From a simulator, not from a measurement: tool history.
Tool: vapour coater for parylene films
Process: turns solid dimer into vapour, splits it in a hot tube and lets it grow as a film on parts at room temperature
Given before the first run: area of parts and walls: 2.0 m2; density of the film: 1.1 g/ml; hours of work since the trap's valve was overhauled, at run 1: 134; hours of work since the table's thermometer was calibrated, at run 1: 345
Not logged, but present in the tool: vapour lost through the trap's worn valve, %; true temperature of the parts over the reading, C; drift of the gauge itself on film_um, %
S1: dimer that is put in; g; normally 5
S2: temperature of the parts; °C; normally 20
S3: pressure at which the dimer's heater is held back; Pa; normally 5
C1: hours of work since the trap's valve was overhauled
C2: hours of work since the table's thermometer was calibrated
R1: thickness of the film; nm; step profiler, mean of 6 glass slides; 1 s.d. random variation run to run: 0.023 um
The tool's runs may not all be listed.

| run | hour | S1 | S2 | S3 | C1 | C2 | R1 |
|---|---|---|---|---|---|---|---|
| 1 | 0 | 5 | 20 | 5 | 134 | 345 | 1260 |
| 2 | 34.8 | 5 | 20 | 5 | 161 | 372 | 1250 |
| 3 | 76.2 | 5 | 20 | 5 | 194 | 405 | 1250 |
| 4 | 118.2 | 5 | 20 | 5 | 227 | 438 | 1230 |
| 5 | 148.1 | 5 | 20 | 5 | 250 | 461 | 1250 |
| 6 | 187.6 | 5 | 20 | 5 | 281 | 492 | 1200 |
| 7 | 210.2 | 5 | 20 | 5 | 299 | 510 | 1190 |
| 8 | 243.5 | 5 | 20 | 5 | 325 | 536 | 1170 |
| 9 | 267.9 | 5 | 20 | 5 | 344 | 556 | 1180 |
| 10 | 305.6 | 6 | 20 | 5 | 374 | 585 | 1370 |
| 11 | 329.6 | 5 | 20 | 5 | 393 | 604 | 1150 |
| 12 | 360.5 | 5 | 20 | 5 | 417 | 628 | 1130 |
|  | 384 | trap's valve overhauled |
| 13 | 397.2 | 5 | 20 | 5 | 10 | 654 | 990 |
| 14 | 430.7 | 5 | 20 | 5 | 37 | 680 | 1000 |
| 15 | 468.4 | 5 | 20 | 5 | 66 | 710 | 960 |
| 16 | 490 | 5 | 20 | 5 | 83 | 727 | 980 |
| 17 | 520.9 | 5 | 20 | 5 | 108 | 751 | 960 |
| 18 | 555.2 | 5 | 20 | 5 | 135 | 778 | 920 |
| 19 | 590.2 | 5 | 20 | 5 | 162 | 806 | 970 |
|  | 624 | trap's valve overhauled, once more |
| 20 | 628.5 | 5 | 20 | 5 | 4 | 833 | 1310 |
| 21 | 665 | 8 | 29 | 9.61 | 32 | 861 | 1210 |
| 22 | 692.1 | 8 | 29 | 9.61 | 54 | 883 | 1170 |
| 23 | 733 | 8 | 29 | 9.61 | 86 | 915 | 1110 |
| 24 | 766.1 | 5 | 18 | 10.91 | 112 | 941 | 1160 |
| 25 | 786.1 | 2 | 13 | 5.82 | 127 | 956 | 660 |
| 26 | 813.7 | 5 | 13 | 6.78 | 149 | 978 | 1650 |
| 27 | 843 | 2 | 19 | 10.38 | 172 | 1001 | 440 |
| 28 | 864.5 | 2 | 19 | 10.38 | 189 | 1018 | 430 |
| 29 | 899.3 | 5 | 21 | 2.15 | 216 | 1045 | 1330 |
| 30 | 932.1 | 5 | 21 | 2.15 | 242 | 1071 | 1310 |
| 31 | 962.1 | 5 | 12 | 4.11 | 266 | 1095 | 1780 |
| 32 | 988.2 | 5 | 21 | 5 | 286 | 1115 | 1110 |
| 33 | 1033.3 | 5 | 21 | 5 | 322 | 1151 | 1070 |
|  | 1047.9 | table's thermometer calibrated |
| 34 | 1053.3 | 5 | 21 | 5 | 337 | 4 | 1160 |
| 35 | 1092 | 5 | 21 | 5 | 367 | 35 | 1190 |
| 36 | 1111.4 | 5 | 21 | 5 | 382 | 50 | 1180 |
| 37 | 1141.6 | 5 | 21 | 5 | 406 | 74 | 1150 |

Some steps in R1, run to run, broken into two amounts with sign: the step expected even without the hidden condition (settings, incoming material, random variation), and the rest, left for the hidden condition together with whatever gauge scatter is not in both the measured and the hidden-condition-free result:
Run 12 -> 13: trap's valve overhauled. R1 -140 nm: hidden state -140, all else +0.
Run 19 -> 20: trap's valve overhauled, once more. R1 +340 nm: hidden state +360, all else -20.
Run 25 -> 26: S1 2 -> 5, S3 5.82 -> 6.78. R1 +990 nm: hidden state -110, all else +1100.
Run 26 -> 27: S1 5 -> 2, S2 13 -> 19, S3 6.78 -> 10.38. R1 -1210 nm: hidden state +130, all else -1340.
Run 28 -> 29: S1 2 -> 5, S2 19 -> 21, S3 10.38 -> 2.15. R1 +900 nm: hidden state -140, all else +1040.
